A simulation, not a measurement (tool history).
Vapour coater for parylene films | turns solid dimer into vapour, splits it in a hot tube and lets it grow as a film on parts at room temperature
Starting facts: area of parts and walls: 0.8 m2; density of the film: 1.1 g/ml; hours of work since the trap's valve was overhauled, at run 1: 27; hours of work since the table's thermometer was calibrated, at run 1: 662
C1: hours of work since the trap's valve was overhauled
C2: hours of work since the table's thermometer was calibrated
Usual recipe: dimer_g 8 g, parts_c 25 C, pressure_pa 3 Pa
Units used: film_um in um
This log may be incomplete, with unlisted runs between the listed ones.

{"run": 1, "hour": 0.0, "dimer_g": 8, "parts_c": 25, "pressure_pa": 3, "C1": 27, "C2": 662, "film_um": 7.29}
{"run": 2, "hour": 15.4, "dimer_g": 4, "parts_c": 25, "pressure_pa": 3, "C1": 40, "C2": 675, "film_um": 3.53}
{"run": 3, "hour": 40.0, "dimer_g": 4, "parts_c": 25, "pressure_pa": 3, "C1": 60, "C2": 696, "film_um": 3.61}
{"run": 4, "hour": 62.9, "dimer_g": 4, "parts_c": 25, "pressure_pa": 3, "C1": 80, "C2": 715, "film_um": 3.5}
{"run": 5, "hour": 77.6, "dimer_g": 4, "parts_c": 25, "pressure_pa": 3, "C1": 92, "C2": 728, "film_um": 3.55}
{"run": 6, "hour": 94.5, "dimer_g": 8, "parts_c": 25, "pressure_pa": 3, "C1": 106, "C2": 742, "film_um": 7.13}
{"run": 7, "hour": 113.5, "dimer_g": 13, "parts_c": 25, "pressure_pa": 3, "C1": 122, "C2": 758, "film_um": 11.39}
{"run": 8, "hour": 135.7, "dimer_g": 8, "parts_c": 22, "pressure_pa": 3, "C1": 141, "C2": 776, "film_um": 7.81}
{"run": 9, "hour": 154.5, "dimer_g": 8, "parts_c": 22, "pressure_pa": 3, "C1": 156, "C2": 792, "film_um": 7.8}
{"run": 10, "hour": 168.4, "dimer_g": 8, "parts_c": 22, "pressure_pa": 3, "C1": 168, "C2": 804, "film_um": 7.75}
{"run": 11, "hour": 185.2, "dimer_g": 9, "parts_c": 25, "pressure_pa": 3, "C1": 182, "C2": 818, "film_um": 7.66}
{"run": 12, "hour": 201.8, "dimer_g": 8, "parts_c": 25, "pressure_pa": 3, "C1": 196, "C2": 832, "film_um": 6.95}
{"run": 13, "hour": 215.9, "dimer_g": 8, "parts_c": 25, "pressure_pa": 3, "C1": 208, "C2": 844, "film_um": 6.88}
{"run": 14, "hour": 240.2, "dimer_g": 8, "parts_c": 25, "pressure_pa": 3, "C1": 228, "C2": 864, "film_um": 6.81}
{"run": 15, "hour": 268.3, "dimer_g": 8, "parts_c": 25, "pressure_pa": 3, "C1": 252, "C2": 888, "film_um": 6.77}
{"run": 16, "hour": 283.2, "dimer_g": 8, "parts_c": 25, "pressure_pa": 3, "C1": 265, "C2": 900, "film_um": 6.71}
{"run": 17, "hour": 298.6, "dimer_g": 8, "parts_c": 25, "pressure_pa": 3, "C1": 277, "C2": 913, "film_um": 6.74}
{"run": 18, "hour": 320.0, "dimer_g": 8, "parts_c": 25, "pressure_pa": 3, "C1": 295, "C2": 931, "film_um": 6.71}
{"run": 19, "hour": 345.9, "dimer_g": 8, "parts_c": 25, "pressure_pa": 3, "C1": 317, "C2": 953, "film_um": 6.74}
{"run": 20, "hour": 363.0, "dimer_g": 8, "parts_c": 25, "pressure_pa": 3, "C1": 331, "C2": 967, "film_um": 6.7}
{"run": 21, "hour": 377.0, "dimer_g": 6, "parts_c": 37, "pressure_pa": 7.38, "C1": 343, "C2": 979, "film_um": 3.01}
{"run": 22, "hour": 403.7, "dimer_g": 6, "parts_c": 37, "pressure_pa": 7.38, "C1": 366, "C2": 1001, "film_um": 2.98}
{"run": 23, "hour": 425.0, "dimer_g": 8, "parts_c": 33, "pressure_pa": 3, "C1": 384, "C2": 1019, "film_um": 4.9}
{"run": 24, "hour": 443.7, "dimer_g": 5, "parts_c": 25, "pressure_pa": 5.29, "C1": 399, "C2": 1035, "film_um": 3.93}
{"run": 25, "hour": 460.5, "dimer_g": 10, "parts_c": 18, "pressure_pa": 7.05, "C1": 413, "C2": 1049, "film_um": 10.12}
{"run": 26, "hour": 478.6, "dimer_g": 10, "parts_c": 18, "pressure_pa": 7.05, "C1": 429, "C2": 1064, "film_um": 10.06}
{"run": 27, "hour": 502.1, "dimer_g": 8, "parts_c": 29, "pressure_pa": 2.28, "C1": 448, "C2": 1084, "film_um": 5.6}
{"run": 28, "hour": 516.2, "dimer_g": 13, "parts_c": 32, "pressure_pa": 5.35, "C1": 460, "C2": 1096, "film_um": 7.87}
{"run": 29, "hour": 532.8, "dimer_g": 13, "parts_c": 32, "pressure_pa": 5.35, "C1": 474, "C2": 1110, "film_um": 7.73}
{"run": 30, "hour": 554.5, "dimer_g": 3, "parts_c": 25, "pressure_pa": 5.38, "C1": 492, "C2": 1128, "film_um": 2.29}
{"run": 31, "hour": 580.4, "dimer_g": 8, "parts_c": 25, "pressure_pa": 3, "C1": 514, "C2": 1150, "film_um": 6.43}
{"run": 32, "hour": 595.6, "dimer_g": 8, "parts_c": 25, "pressure_pa": 3, "C1": 527, "C2": 1163, "film_um": 6.33}
{"hour": 621.9, "done": "trap's valve overhauled"}
{"run": 33, "hour": 624.5, "dimer_g": 8, "parts_c": 25, "pressure_pa": 3, "C1": 2, "C2": 1183, "film_um": 7.15}
{"run": 34, "hour": 651.1, "dimer_g": 5, "parts_c": 33, "pressure_pa": 3, "C1": 25, "C2": 1206, "film_um": 3.22}
{"run": 35, "hour": 666.2, "dimer_g": 5, "parts_c": 27, "pressure_pa": 3, "C1": 37, "C2": 1218, "film_um": 4.06}
{"run": 36, "hour": 684.8, "dimer_g": 11, "parts_c": 23, "pressure_pa": 8.04, "C1": 53, "C2": 1234, "film_um": 10}
{"run": 37, "hour": 702.5, "dimer_g": 8, "parts_c": 25, "pressure_pa": 5.19, "C1": 68, "C2": 1249, "film_um": 6.82}
{"run": 38, "hour": 715.3, "dimer_g": 11, "parts_c": 25, "pressure_pa": 3, "C1": 78, "C2": 1260, "film_um": 9.67}

Measured result minus the same run's result without the hidden state. Both carry the same run-to-run variation, though not necessarily the same gauge scatter:
Hidden conditions of the tool in this case: vapour lost through the trap's worn valve, %; true temperature of the parts over the reading, C; drift of the gauge itself on film_um, %.
run=1 film_um=-0.11
run=2 film_um=-0.07
run=3 film_um=-0.08
run=4 film_um=-0.1
run=5 film_um=-0.11
run=6 film_um=-0.24
run=7 film_um=-0.43
run=8 film_um=-0.33
run=9 film_um=-0.36
run=10 film_um=-0.38
run=11 film_um=-0.41
run=12 film_um=-0.39
run=13 film_um=-0.41
run=14 film_um=-0.44
run=15 film_um=-0.47
run=16 film_um=-0.49
run=17 film_um=-0.52
run=18 film_um=-0.54
run=19 film_um=-0.58
run=20 film_um=-0.6
run=21 film_um=-0.29
run=22 film_um=-0.29
run=23 film_um=-0.52
run=24 film_um=-0.44
run=25 film_um=-0.97
run=26 film_um=-0.99
run=27 film_um=-0.69
run=28 film_um=-0.99
run=29 film_um=-1
run=30 film_um=-0.32
run=31 film_um=-0.91
run=32 film_um=-0.93
run=33 film_um=-0.16
run=34 film_um=-0.1
run=35 film_um=-0.12
run=36 film_um=-0.35
run=37 film_um=-0.26
run=38 film_um=-0.4
